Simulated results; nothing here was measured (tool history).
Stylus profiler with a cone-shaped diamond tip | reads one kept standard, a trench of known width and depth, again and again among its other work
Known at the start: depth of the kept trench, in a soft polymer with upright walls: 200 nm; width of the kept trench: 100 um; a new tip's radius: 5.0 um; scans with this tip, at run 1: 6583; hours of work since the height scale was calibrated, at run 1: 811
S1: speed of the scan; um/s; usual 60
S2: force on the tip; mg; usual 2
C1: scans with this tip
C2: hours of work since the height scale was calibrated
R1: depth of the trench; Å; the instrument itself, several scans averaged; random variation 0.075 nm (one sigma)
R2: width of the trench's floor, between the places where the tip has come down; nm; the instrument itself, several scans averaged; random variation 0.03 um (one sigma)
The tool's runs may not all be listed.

run,hour,S1,S2,C1,C2,R1,R2
1,0,60,2,6583,811,2028.5,95740
2,7.4,15,2,6611,814,2027.4,95910
3,19.1,15,2,6656,820,2026.8,95940
4,33,15,2,6709,826,2027.4,95960
5,39.8,15,2,6735,829,2028.8,95930
6,54.3,15,2,6791,836,2027.6,95910
7,69.5,15,1.72,6849,843,2026.6,95970
8,81.9,15,1.72,6897,849,2025.5,95870
9,92.6,15,1.72,6938,854,2026.4,95930
10,104.2,15,1.72,6982,860,2026.6,95980
11,114.5,15,1.72,7022,865,2025.7,95840
12,125.9,33,2,7065,870,2028.3,95820
13,133,33,2,7092,873,2028.5,95850
14,145.8,33,2,7141,879,2028.7,95820
15,161,40,1.2,7200,887,2022.9,95700
16,170,46,0.67,7234,891,2017.6,95570
17,178.8,60,1.68,7268,895,2027.1,95630
18,187.1,188,1.27,7300,899,2022.4,94830
19,200.8,66,1.01,7352,905,2021.6,95490
20,214.6,39,2.44,7405,912,2031.3,95730
21,226.4,18,1.13,7450,918,2023,95820
22,233.9,64,0.77,7479,921,2018.6,95430
23,242.5,178,5.63,7512,925,2049.5,95380
24,252.7,51,2,7551,930,2030.2,95630
25,259.4,25,2,7577,933,2029.2,95810
26,267.2,26,1.09,7607,937,2022.1,95720
27,273.9,26,1.09,7632,940,2022.6,95710
28,287.4,42,1.16,7684,946,2022.1,95610

Hidden state or all else? Some run-to-run changes of R1, split into what the settings, what came in and random variation would give without the hidden state, and what is left for the hidden state (with any gauge scatter that isn't in both results):
The hidden state here: radius of the tip, um; height scale over the true one, %; drift of the gauge itself on depth_nm, %; drift of the gauge itself on floor_um, %.
Run 1 -> 2: S1 60 -> 15. R1 -1.1 Å: hidden state +0.1, all else -1.2.
Run 22 -> 23: S1 64 -> 178, S2 0.77 -> 5.63. R1 +30.9 Å: hidden state +0.2, all else +30.7.
Run 23 -> 24: S1 178 -> 51, S2 5.63 -> 2. R1 -19.3 Å: hidden state -0.1, all else -19.2.

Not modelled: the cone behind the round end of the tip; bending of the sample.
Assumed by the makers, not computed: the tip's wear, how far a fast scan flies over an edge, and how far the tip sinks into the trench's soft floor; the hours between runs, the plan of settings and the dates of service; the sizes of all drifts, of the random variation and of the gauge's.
